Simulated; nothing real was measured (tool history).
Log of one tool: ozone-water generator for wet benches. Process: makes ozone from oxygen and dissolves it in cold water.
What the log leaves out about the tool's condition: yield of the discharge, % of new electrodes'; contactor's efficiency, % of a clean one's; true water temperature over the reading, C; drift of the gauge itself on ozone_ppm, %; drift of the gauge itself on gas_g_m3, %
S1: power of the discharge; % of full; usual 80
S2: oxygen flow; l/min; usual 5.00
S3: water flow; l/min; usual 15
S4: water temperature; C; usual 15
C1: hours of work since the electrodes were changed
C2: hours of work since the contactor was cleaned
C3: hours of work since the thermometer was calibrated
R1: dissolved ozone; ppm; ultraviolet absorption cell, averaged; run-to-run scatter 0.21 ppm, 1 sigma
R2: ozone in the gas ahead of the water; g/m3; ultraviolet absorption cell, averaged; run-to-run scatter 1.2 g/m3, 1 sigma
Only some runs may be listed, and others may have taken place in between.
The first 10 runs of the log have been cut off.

run,hour,S1,S2,S3,S4,C1,C2,C3,R1,R2
11,280.0,61,5.00,15,15,1727,1565,1886,21.7,157.7
12,318.0,80,5.00,10,15,1763,1602,1923,34.2,191.0
13,343.1,80,5.00,10,15,1788,1626,1947,33.7,190.1
14,387.5,80,5.00,10,15,1831,1670,1991,33.8,190.0
15,432.6,80,5.00,10,15,1875,1713,2034,33.2,187.6
16,457.4,80,5.00,10,15,1899,1738,2058,33.4,189.9
# hour 469.1: contactor cleaned
17,489.3,80,5.00,10,9,1926,20,2086,37.9,187.9
18,530.2,80,5.00,16,15,1966,59,2125,24.6,187.0
19,553.2,80,4.39,15,15,1988,82,2148,24.9,196.9
20,586.6,83,7.83,11,8,2021,114,2180,37.8,165.4
21,609.8,83,2.92,9,8,2043,137,2203,38.4,228.8
22,640.6,93,5.85,15,15,2073,167,2233,28.8,196.0
23,681.6,98,4.01,17,8,2113,206,2272,26.8,228.4
24,712.8,80,5.00,10,7,2143,237,2303,38.5,183.3
25,753.8,50,3.60,10,9,2183,277,2343,26.5,154.4
26,788.0,44,5.00,16,15,2216,310,2376,16.3,125.3
27,823.3,62,2.63,23,8,2251,344,2410,12.5,195.0
28,860.2,71,5.00,17,15,2286,380,2446,20.9,169.2
29,885.1,42,5.00,15,15,2311,404,2470,16.7,122.2
30,911.2,80,5.00,15,21,2336,430,2495,23.0,181.9
31,948.7,98,5.00,15,8,2372,466,2532,31.3,208.2
32,970.7,80,3.31,15,21,2394,487,2553,20.9,210.4

Each row is a separate what-if for the run after 32, all from the same tool condition, not one after another. Results?
A,1007.2,80,3.31,10,10,2429,523,2589,?,?
B,1007.2,80,2.63,15,15,2429,523,2589,?,?
C,1007.2,51,7.01,15,15,2429,523,2589,?,?
D,1007.2,80,5.00,15,9,2429,523,2589,?,?

run,R1,R2
A,33.4,209.0
B,20.6,224.5
C,19.3,121.4
D,27.1,181.4
Stripped of hidden state, with their random variation kept, the same runs would have yielded:
run,R1,R2
A,40.3,250.2
B,25.1,268.9
C,22.3,138.3
D,32.8,217.3
